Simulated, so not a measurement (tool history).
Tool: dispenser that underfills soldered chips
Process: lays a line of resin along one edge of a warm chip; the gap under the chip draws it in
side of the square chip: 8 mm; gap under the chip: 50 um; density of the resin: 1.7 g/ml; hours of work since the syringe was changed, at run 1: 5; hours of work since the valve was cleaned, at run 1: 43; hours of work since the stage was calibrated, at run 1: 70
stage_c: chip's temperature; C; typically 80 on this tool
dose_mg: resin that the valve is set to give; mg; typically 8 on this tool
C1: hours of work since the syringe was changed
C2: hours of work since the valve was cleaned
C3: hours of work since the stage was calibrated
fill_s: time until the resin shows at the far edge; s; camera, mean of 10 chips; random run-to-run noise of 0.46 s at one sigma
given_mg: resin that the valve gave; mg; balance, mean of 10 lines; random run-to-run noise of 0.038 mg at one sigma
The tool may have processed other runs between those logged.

Run 1, hour 0: usual settings; C1 5; C2 43; C3 70. Result: fill_s 48.1 s, given_mg 7.87 mg.
At hour 4.6: new syringe of resin.
Run 2, hour 5.1: usual settings; C1 0; C2 47; C3 73. Result: fill_s 34.4 s, given_mg 7.95 mg.
Run 3, hour 8.5: usual settings; C1 3; C2 49; C3 75. Result: fill_s 40.9 s, given_mg 7.88 mg.
Run 4, hour 12.8: usual settings but stage_c 92 C; C1 5; C2 52; C3 78. Result: fill_s 33.6 s, given_mg 7.82 mg.
Run 5, hour 15.6: usual settings but dose_mg 9.65 mg; C1 7; C2 53; C3 80. Result: fill_s 53.9 s, given_mg 9.51 mg.
At hour 16.3: new syringe of resin.
Run 6, hour 18.1: usual settings but dose_mg 9.65 mg; C1 1; C2 55; C3 81. Result: fill_s 35.1 s, given_mg 9.45 mg.
Run 7, hour 22.7: usual settings; C1 4; C2 58; C3 84. Result: fill_s 45.6 s, given_mg 7.8 mg.
Run 8, hour 25.7: usual settings; C1 6; C2 60; C3 86. Result: fill_s 50.4 s, given_mg 7.88 mg.
At hour 28: new syringe of resin.
Run 9, hour 30.8: usual settings but stage_c 94 C, dose_mg 10.04 mg; C1 2; C2 63; C3 89. Result: fill_s 24.5 s, given_mg 9.82 mg.
Run 10, hour 34.2: usual settings but stage_c 94 C, dose_mg 10.04 mg; C1 4; C2 65; C3 92. Result: fill_s 28.4 s, given_mg 9.76 mg.
Run 11, hour 39.1: usual settings but stage_c 94 C, dose_mg 10.04 mg; C1 7; C2 68; C3 95. Result: fill_s 34.3 s, given_mg 9.77 mg.
At hour 39.7: new syringe of resin.
Run 12, hour 44.2: usual settings but stage_c 90 C, dose_mg 8.29 mg; C1 3; C2 71; C3 98. Result: fill_s 30.4 s, given_mg 8.13 mg.
Run 13, hour 48.7: usual settings but stage_c 90 C, dose_mg 8.29 mg; C1 6; C2 74; C3 101. Result: fill_s 36.1 s, given_mg 8.08 mg.
At hour 51.4: new syringe of resin.
Run 14, hour 52.3: usual settings but stage_c 88 C, dose_mg 7.88 mg; C1 1; C2 77; C3 103. Result: fill_s 27.5 s, given_mg 7.65 mg.

For run 15, what comes out?
Run 15, hour 54.8: usual settings but stage_c 88 C, dose_mg 8.96 mg; C1 2; C2 78; C3 105. Result: fill_s ?, given_mg ?.

Run 15 yielded fill_s 30.1 s, given_mg 8.74 mg.
On a tool with no hidden condition, and with the same random variation, this run would have come out at fill_s 26 s, given_mg 8.99 mg.

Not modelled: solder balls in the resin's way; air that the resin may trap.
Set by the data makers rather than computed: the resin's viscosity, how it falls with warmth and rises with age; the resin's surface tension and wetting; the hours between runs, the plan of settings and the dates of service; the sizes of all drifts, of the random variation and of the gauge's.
